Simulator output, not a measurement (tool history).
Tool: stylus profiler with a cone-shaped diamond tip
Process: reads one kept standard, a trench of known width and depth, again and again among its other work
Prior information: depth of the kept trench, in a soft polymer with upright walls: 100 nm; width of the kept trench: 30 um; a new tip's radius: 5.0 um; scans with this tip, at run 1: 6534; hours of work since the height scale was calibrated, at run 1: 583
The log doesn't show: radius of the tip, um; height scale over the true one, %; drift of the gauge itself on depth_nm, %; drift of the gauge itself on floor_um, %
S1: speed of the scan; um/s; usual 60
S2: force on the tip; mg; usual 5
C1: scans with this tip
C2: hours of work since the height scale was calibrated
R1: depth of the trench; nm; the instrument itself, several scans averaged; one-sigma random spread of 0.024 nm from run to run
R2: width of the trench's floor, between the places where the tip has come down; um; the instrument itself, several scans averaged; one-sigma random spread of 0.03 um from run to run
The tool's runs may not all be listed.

| run | hour | S1 | S2 | C1 | C2 | R1 | R2 |
|---|---|---|---|---|---|---|---|
| 1 | 0 | 60 | 5 | 6534 | 583 | 102.67 | 27.78 |
| 2 | 24.6 | 60 | 5 | 6670 | 595 | 102.65 | 27.79 |
| 3 | 66.6 | 40 | 5 | 6903 | 616 | 102.61 | 27.8 |
| 4 | 99.2 | 40 | 5 | 7083 | 632 | 102.64 | 27.83 |
| 5 | 125.1 | 40 | 5 | 7227 | 645 | 102.65 | 27.85 |
| 6 | 168.5 | 40 | 7.83 | 7467 | 666 | 103.54 | 27.88 |
| 7 | 212.7 | 40 | 7.83 | 7712 | 688 | 103.55 | 27.86 |
| 8 | 235.3 | 40 | 7.83 | 7837 | 699 | 103.5 | 27.88 |
| 9 | 275.4 | 60 | 5 | 8059 | 719 | 102.63 | 27.74 |
| 10 | 303.9 | 50 | 5 | 8217 | 733 | 102.59 | 27.8 |
| 11 | 345.7 | 50 | 5 | 8448 | 754 | 102.62 | 27.79 |
| 12 | 373.5 | 50 | 5 | 8602 | 768 | 102.62 | 27.79 |
| 13 | 413.3 | 60 | 4.65 | 8823 | 787 | 102.5 | 27.7 |
| 14 | 439.6 | 60 | 4.65 | 8968 | 800 | 102.49 | 27.72 |
| 15 | 482.6 | 95 | 2.54 | 9207 | 822 | 101.69 | 27.44 |
| 16 | 513 | 20 | 2.87 | 9375 | 837 | 101.84 | 27.91 |
| 17 | 550.1 | 20 | 6.88 | 9581 | 855 | 103.24 | 27.96 |
| 18 | 581.2 | 18 | 12.27 | 9753 | 870 | 104.77 | 27.89 |
| 19 | 615.9 | 19 | 8.82 | 9945 | 887 | 103.85 | 27.9 |
| 20 | 657.7 | 60 | 3.32 | 10177 | 908 | 101.97 | 27.71 |
| 21 | 683.5 | 177 | 6.74 | 10319 | 921 | 103.16 | 27.36 |
| 22 | 712.9 | 31 | 5.53 | 10482 | 935 | 102.8 | 27.85 |
| 23 | 732.5 | 31 | 5.53 | 10591 | 945 | 102.86 | 27.87 |
| 24 | 759.2 | 60 | 4.81 | 10739 | 958 | 102.5 | 27.72 |
| 25 | 794 | 112 | 4.81 | 10931 | 975 | 102.56 | 27.55 |

Predict each of these 3 candidate next runs independently; none follows another, all start after run 25:
| A | 832.3 | 18 | 3.75 | 11143 | 994 | ? | ? |
| B | 832.3 | 163 | 2.14 | 11143 | 994 | ? | ? |
| C | 832.3 | 108 | 8.09 | 11143 | 994 | ? | ? |

| run | R1 | R2 |
|---|---|---|
| A | 102.14 | 27.92 |
| B | 101.52 | 27.01 |
| C | 103.64 | 27.63 |
Take away the tool's hidden state, keep each run's random variation, and the runs would have read:
| run | R1 | R2 |
|---|---|---|
| A | 102.15 | 27.93 |
| B | 101.52 | 27.03 |
| C | 103.65 | 27.64 |
